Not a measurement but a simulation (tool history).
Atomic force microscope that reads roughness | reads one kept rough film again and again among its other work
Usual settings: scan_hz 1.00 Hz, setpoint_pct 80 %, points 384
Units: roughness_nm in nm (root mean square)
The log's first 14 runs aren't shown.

At hour 209.0: new tip fitted.
Run 15, hour 220.5: usual settings but scan_hz 2.51 Hz. Result: roughness_nm 2.940 nm (root mean square).
Run 16, hour 232.9: usual settings but scan_hz 2.51 Hz. Result: roughness_nm 2.907 nm (root mean square).
Run 17, hour 243.0: usual settings but points 400. Result: roughness_nm 3.083 nm (root mean square).
Run 18, hour 262.8: usual settings but scan_hz 0.53 Hz, setpoint_pct 73 %, points 447. Result: roughness_nm 3.164 nm (root mean square).
Run 19, hour 274.1: usual settings but scan_hz 1.82 Hz, setpoint_pct 73 %, points 354. Result: roughness_nm 3.006 nm (root mean square).
Run 20, hour 295.3: usual settings but points 414. Result: roughness_nm 2.994 nm (root mean square).
Run 21, hour 305.3: usual settings but scan_hz 0.54 Hz, setpoint_pct 63 %, points 414. Result: roughness_nm 3.102 nm (root mean square).
Run 22, hour 318.5: usual settings but scan_hz 0.83 Hz, points 325. Result: roughness_nm 2.948 nm (root mean square).
Run 23, hour 331.2: usual settings but scan_hz 0.58 Hz, setpoint_pct 87 %, points 325. Result: roughness_nm 2.954 nm (root mean square).
Run 24, hour 354.5: usual settings but scan_hz 0.58 Hz, setpoint_pct 87 %, points 325. Result: roughness_nm 2.920 nm (root mean square).
Run 25, hour 373.0: usual settings but scan_hz 0.58 Hz, setpoint_pct 87 %, points 325. Result: roughness_nm 2.886 nm (root mean square).
At hour 389.1: new tip fitted.
Run 26, hour 389.3: usual settings but scan_hz 0.58 Hz, setpoint_pct 67 %, points 456. Result: roughness_nm 3.300 nm (root mean square).
Run 27, hour 402.0: usual settings but scan_hz 0.58 Hz, setpoint_pct 67 %, points 456. Result: roughness_nm 3.266 nm (root mean square).
Run 28, hour 421.0: usual settings but scan_hz 2.92 Hz. Result: roughness_nm 2.830 nm (root mean square).
Run 29, hour 434.1: usual settings but scan_hz 2.92 Hz. Result: roughness_nm 2.822 nm (root mean square).
Run 30, hour 455.6: usual settings but scan_hz 1.68 Hz, setpoint_pct 60 %, points 373. Result: roughness_nm 3.105 nm (root mean square).
Run 31, hour 477.7: usual settings but setpoint_pct 71 %. Result: roughness_nm 3.030 nm (root mean square).
Run 32, hour 500.3: usual settings but scan_hz 1.79 Hz, setpoint_pct 75 %. Result: roughness_nm 2.873 nm (root mean square).

The next listed run, before its measurement:
Run 33, hour 522.2: usual settings but points 758. Result: roughness_nm ?.

Run 33 gave roughness_nm 2.929 nm (root mean square).
Without the tool's hidden state the same run would have given roughness_nm 3.197 nm (root mean square).

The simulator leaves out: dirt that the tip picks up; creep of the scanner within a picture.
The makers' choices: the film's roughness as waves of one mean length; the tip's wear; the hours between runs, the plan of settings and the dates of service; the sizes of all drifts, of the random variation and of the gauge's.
